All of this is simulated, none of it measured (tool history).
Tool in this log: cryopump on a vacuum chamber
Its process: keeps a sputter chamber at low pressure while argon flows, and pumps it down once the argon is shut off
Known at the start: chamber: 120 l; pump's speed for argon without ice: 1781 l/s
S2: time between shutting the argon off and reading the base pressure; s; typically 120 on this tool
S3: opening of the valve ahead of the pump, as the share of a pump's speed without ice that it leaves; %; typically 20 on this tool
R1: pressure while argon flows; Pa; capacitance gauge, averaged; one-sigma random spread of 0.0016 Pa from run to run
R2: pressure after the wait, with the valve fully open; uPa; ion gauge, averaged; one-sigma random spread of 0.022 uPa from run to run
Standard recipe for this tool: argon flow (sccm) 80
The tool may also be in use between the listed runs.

Run 1, day 0: usual settings. Result: R1 0.3849 Pa, R2 1.11 uPa.
Run 2, day 1.562: usual settings. Result: R1 0.3809 Pa, R2 1.12 uPa.
Run 3, day 2.967: usual settings. Result: R1 0.3801 Pa, R2 1.2 uPa.
Run 4, day 4.754: usual settings but S2 142 s. Result: R1 0.3836 Pa, R2 1.1 uPa.
Run 5, day 6.933: usual settings but S2 142 s. Result: R1 0.3801 Pa, R2 1.08 uPa.
Run 6, day 9.112: usual settings but S2 142 s. Result: R1 0.3823 Pa, R2 1.13 uPa.
Run 7, day 10.929: usual settings but S2 142 s. Result: R1 0.3845 Pa, R2 1.17 uPa.
Run 8, day 12.512: usual settings but S2 50 s. Result: R1 0.3862 Pa, R2 2.01 uPa.
Run 9, day 14.175: usual settings but S2 50 s. Result: R1 0.3881 Pa, R2 2.01 uPa.
Run 10, day 15.658: usual settings but S3 18 %. Result: R1 0.429 Pa, R2 1.31 uPa.
Run 11, day 16.646: usual settings but S2 38 s, S3 16 %. Result: R1 0.4802 Pa, R2 2.42 uPa.
Run 12, day 17.654: usual settings but S2 38 s, S3 16 %. Result: R1 0.4834 Pa, R2 2.44 uPa.
Run 13, day 18.754: usual settings but S2 38 s, S3 16 %. Result: R1 0.4782 Pa, R2 2.47 uPa.
Run 14, day 21.046: usual settings but argon flow (sccm) 103, S2 54 s, S3 23 %. Result: R1 0.4332 Pa, R2 1.98 uPa.
Run 15, day 22.854: usual settings but S2 27 s, S3 26 %. Result: R1 0.2997 Pa, R2 3.06 uPa.
Run 16, day 24.592: usual settings but argon flow (sccm) 95, S3 23 %. Result: R1 0.402 Pa, R2 1.41 uPa.
Run 17, day 26.612: usual settings but argon flow (sccm) 93, S2 288 s. Result: R1 0.4501 Pa, R2 1.09 uPa.
Run 18, day 28.921: usual settings but argon flow (sccm) 93, S2 288 s. Result: R1 0.4542 Pa, R2 1.16 uPa.

Table of differences, measured result less the result of that run with no hidden state. Run-to-run variation is the same in both. Gauge scatter possibly is not:
The tool's hidden condition here consists of: pump's speed, % of a pump's without ice; cold plate's temperature, K; leak into the chamber, uPa l/s; drift of the gauge itself on working_pa, %; drift of the gauge itself on base_upa, %.
run       R1     R2
  1  +0.0024  +0.45
  2  +0.0026  +0.46
  3   +0.003  +0.48
  4  +0.0034  +0.49
  5  +0.0039  +0.51
  6  +0.0043  +0.54
  7  +0.0049  +0.56
  8  +0.0053  +0.58
  9  +0.0057  +0.59
 10  +0.0061  +0.59
 11  +0.0063  +0.61
 12  +0.0065  +0.62
 13  +0.0068  +0.64
 14  +0.0095  +0.66
 15  +0.0079  +0.67
 16  +0.0099   +0.7
 17  +0.0102   +0.7
 18  +0.0111  +0.75

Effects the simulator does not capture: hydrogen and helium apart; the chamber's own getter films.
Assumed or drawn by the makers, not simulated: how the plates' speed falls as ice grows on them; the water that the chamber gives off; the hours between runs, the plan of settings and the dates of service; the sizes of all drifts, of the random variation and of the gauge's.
